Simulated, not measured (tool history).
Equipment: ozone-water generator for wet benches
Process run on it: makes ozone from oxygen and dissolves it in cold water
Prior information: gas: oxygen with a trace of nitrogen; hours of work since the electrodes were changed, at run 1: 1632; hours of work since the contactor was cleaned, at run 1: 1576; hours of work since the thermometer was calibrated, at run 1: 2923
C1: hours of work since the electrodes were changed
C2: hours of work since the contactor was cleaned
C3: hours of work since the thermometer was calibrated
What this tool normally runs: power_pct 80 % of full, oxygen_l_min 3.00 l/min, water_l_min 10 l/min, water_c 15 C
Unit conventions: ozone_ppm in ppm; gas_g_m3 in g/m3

run 1 hour=0.0 | power_pct=80 oxygen_l_min=3.00 water_l_min=10 water_c=15 | C1=1632 C2=1576 C3=2923 | ozone_ppm=35.1 gas_g_m3=279.5
run 2 hour=51.4 | power_pct=80 oxygen_l_min=3.00 water_l_min=10 water_c=15 | C1=1681 C2=1625 C3=2972 | ozone_ppm=35.2 gas_g_m3=278.6
run 3 hour=103.5 | power_pct=80 oxygen_l_min=3.00 water_l_min=10 water_c=15 | C1=1730 C2=1674 C3=3021 | ozone_ppm=34.6 gas_g_m3=279.8
run 4 hour=135.7 | power_pct=80 oxygen_l_min=3.00 water_l_min=10 water_c=15 | C1=1761 C2=1704 C3=3052 | ozone_ppm=34.6 gas_g_m3=281.3
run 5 hour=158.4 | power_pct=80 oxygen_l_min=3.00 water_l_min=10 water_c=15 | C1=1782 C2=1726 C3=3073 | ozone_ppm=35.2 gas_g_m3=281.9
run 6 hour=188.3 | power_pct=80 oxygen_l_min=3.00 water_l_min=10 water_c=15 | C1=1811 C2=1754 C3=3101 | ozone_ppm=35.2 gas_g_m3=278.1
run 7 hour=231.9 | power_pct=93 oxygen_l_min=3.00 water_l_min=10 water_c=15 | C1=1852 C2=1796 C3=3143 | ozone_ppm=37.7 gas_g_m3=302.8
run 8 hour=286.8 | power_pct=80 oxygen_l_min=2.55 water_l_min=10 water_c=15 | C1=1904 C2=1848 C3=3195 | ozone_ppm=34.9 gas_g_m3=305.6
run 9 hour=329.9 | power_pct=80 oxygen_l_min=2.55 water_l_min=10 water_c=15 | C1=1945 C2=1889 C3=3236 | ozone_ppm=35.4 gas_g_m3=309.2
run 10 hour=384.3 | power_pct=80 oxygen_l_min=3.00 water_l_min=12 water_c=15 | C1=1996 C2=1940 C3=3287 | ozone_ppm=29.6 gas_g_m3=279.1
run 11 hour=431.1 | power_pct=80 oxygen_l_min=2.00 water_l_min=10 water_c=15 | C1=2041 C2=1984 C3=3331 | ozone_ppm=35.1 gas_g_m3=352.7
run 12 hour=477.8 | power_pct=80 oxygen_l_min=2.00 water_l_min=10 water_c=15 | C1=2085 C2=2029 C3=3376 | ozone_ppm=35.0 gas_g_m3=357.3
run 13 hour=507.5 | power_pct=82 oxygen_l_min=3.00 water_l_min=10 water_c=15 | C1=2113 C2=2057 C3=3404 | ozone_ppm=35.5 gas_g_m3=281.0
run 14 hour=542.6 | power_pct=80 oxygen_l_min=3.00 water_l_min=10 water_c=13 | C1=2146 C2=2090 C3=3437 | ozone_ppm=36.3 gas_g_m3=279.7
run 15 hour=598.5 | power_pct=80 oxygen_l_min=3.00 water_l_min=10 water_c=15 | C1=2199 C2=2143 C3=3490 | ozone_ppm=34.8 gas_g_m3=283.5
run 16 hour=653.4 | power_pct=80 oxygen_l_min=3.00 water_l_min=10 water_c=11 | C1=2251 C2=2195 C3=3542 | ozone_ppm=37.3 gas_g_m3=279.7
run 17 hour=698.1 | power_pct=80 oxygen_l_min=3.00 water_l_min=10 water_c=11 | C1=2294 C2=2237 C3=3584 | ozone_ppm=37.0 gas_g_m3=280.2

Estimate the outcome of run 18 from the log above:
run 18 hour=730.1 | power_pct=96 oxygen_l_min=3.00 water_l_min=11 water_c=11 | C1=2324 C2=2268 C3=3615 | ozone_ppm=? gas_g_m3=?

{"run 18": {"ozone_ppm": 36.8, "gas_g_m3": 307.3}}
Had the tool carried no hidden state, the very same run would have given ozone_ppm 36.8 ppm, gas_g_m3 307.5 g/m3.

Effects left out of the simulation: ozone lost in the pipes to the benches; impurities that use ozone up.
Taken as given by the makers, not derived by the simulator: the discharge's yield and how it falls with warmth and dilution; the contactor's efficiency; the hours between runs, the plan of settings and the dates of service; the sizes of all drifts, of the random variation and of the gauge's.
